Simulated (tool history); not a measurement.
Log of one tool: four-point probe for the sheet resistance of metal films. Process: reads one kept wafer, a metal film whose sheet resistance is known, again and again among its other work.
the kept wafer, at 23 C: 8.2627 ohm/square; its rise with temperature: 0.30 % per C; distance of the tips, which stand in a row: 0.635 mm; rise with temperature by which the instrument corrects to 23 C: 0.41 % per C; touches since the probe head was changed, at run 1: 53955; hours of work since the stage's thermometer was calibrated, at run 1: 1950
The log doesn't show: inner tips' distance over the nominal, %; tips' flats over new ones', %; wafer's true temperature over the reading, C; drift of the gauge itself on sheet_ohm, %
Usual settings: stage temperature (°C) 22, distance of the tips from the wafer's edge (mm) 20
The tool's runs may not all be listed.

| run | day | stage temperature (°C) | distance of the tips from the wafer's edge (mm) | touches since the probe head was changed | hours of work since the stage's thermometer was calibrated | sheet resistance as the instrument gives it (ohm/square) |
|---|---|---|---|---|---|---|
| 1 | 0 | 22 | 20 | 53955 | 1950 | 8.383818 |
| 2 | 4.533 | 22 | 33 | 56006 | 2017 | 8.38307 |
| 3 | 9.154 | 27 | 33 | 58098 | 2086 | 8.3439 |
| 4 | 13.025 | 22 | 8 | 59850 | 2143 | 8.416311 |
| 5 | 17.925 | 22 | 8 | 62066 | 2216 | 8.421121 |
| 6 | 20.912 | 29 | 8 | 63418 | 2260 | 8.363553 |
| 7 | 23.7 | 29 | 8 | 64679 | 2302 | 8.360928 |
| 8 | 25.996 | 23 | 20 | 65719 | 2336 | 8.389703 |
| 9 | 30.746 | 23 | 20 | 67868 | 2406 | 8.394761 |
| 10 | 33.971 | 23 | 20 | 69327 | 2454 | 8.395187 |
| 11 | 38.617 | 27 | 13 | 71429 | 2523 | 8.369344 |
| 12 | 42.225 | 27 | 13 | 73061 | 2576 | 8.373423 |
| 13 | 46.717 | 27 | 13 | 75094 | 2643 | 8.372159 |
| 14 | 51.133 | 27 | 13 | 77093 | 2708 | 8.376187 |
| 15 | 54.096 | 27 | 13 | 78433 | 2752 | 8.380984 |
| 16 | 59.029 | 27 | 13 | 80666 | 2825 | 8.381776 |
| 17 | 63.754 | 27 | 13 | 82803 | 2895 | 8.385431 |
| 18 | 65.992 | 29 | 12 | 83816 | 2929 | 8.373613 |

3 ways to go on from here, each from the tool as it stands after run 18. What would each give?
|  | 69 | stage's thermometer calibrated |
| A | 70.596 | 22 | 5 | 85890 | 24 | ? |
|  | 69 | stage's thermometer calibrated |
| B | 70.596 | 23 | 10 | 85890 | 24 | ? |
|  | 69 | stage's thermometer calibrated |
| C | 70.596 | 22 | 22 | 85890 | 24 | ? |

| run | sheet resistance as the instrument gives it (ohm/square) |
|---|---|
| A | 8.470727 |
| B | 8.408876 |
| C | 8.403288 |
Without the tool's hidden state the same runs would have given:
| run | sheet resistance as the instrument gives it (ohm/square) |
|---|---|
| A | 8.341729 |
| B | 8.280756 |
| C | 8.275236 |

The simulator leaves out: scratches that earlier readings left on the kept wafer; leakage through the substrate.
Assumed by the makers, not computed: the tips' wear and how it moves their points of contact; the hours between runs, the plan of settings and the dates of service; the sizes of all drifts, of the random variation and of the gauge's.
